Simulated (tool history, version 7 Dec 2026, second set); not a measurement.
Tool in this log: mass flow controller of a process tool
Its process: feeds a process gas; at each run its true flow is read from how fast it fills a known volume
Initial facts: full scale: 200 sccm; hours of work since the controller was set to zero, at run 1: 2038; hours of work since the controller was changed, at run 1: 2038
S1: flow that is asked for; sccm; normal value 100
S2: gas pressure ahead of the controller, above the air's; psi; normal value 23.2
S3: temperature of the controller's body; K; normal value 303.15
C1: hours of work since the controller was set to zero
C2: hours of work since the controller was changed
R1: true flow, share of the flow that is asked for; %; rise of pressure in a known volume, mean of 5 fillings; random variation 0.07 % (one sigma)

run,hour,S1,S2,S3,C1,C2,R1
1,0.0,100,23.2,303.15,2038,2038,98.94
2,144.6,100,23.2,303.15,2124,2124,99.07
3,262.5,100,40.0,303.15,2195,2195,99.97
4,392.1,100,40.0,303.15,2272,2272,99.94
5,513.8,100,23.2,303.15,2344,2344,99.04
6,719.7,100,23.2,303.15,2467,2467,99.18
7,829.9,100,23.2,303.15,2533,2533,99.25
8,1055.3,100,23.2,294.15,2667,2667,98.35
9,1230.0,100,23.2,294.15,2771,2771,98.36
10,1405.8,100,23.2,294.15,2876,2876,98.33
11,1540.7,100,23.2,294.15,2956,2956,98.27
12,1754.8,100,23.2,311.15,3083,3083,99.78
13,1850.6,100,23.2,303.15,3140,3140,99.13
14,2039.3,100,32.9,303.15,3253,3253,99.59
15,2220.0,100,23.2,303.15,3360,3360,99.14
16,2350.9,100,23.2,303.15,3438,3438,99.16
17,2446.1,100,36.8,303.15,3495,3495,99.82
18,2674.2,142,23.4,301.15,3631,3631,99.23
19,2800.0,85,31.3,304.15,3706,3706,99.50
20,2922.5,85,31.3,304.15,3779,3779,99.51

What will run 21 give?
21,3138.1,85,31.3,304.15,3907,3907,?

Run 21 yielded R1 99.33 %.
If the tool had no hidden condition, the same run with the same run-to-run variation would have returned R1 99.35 %.
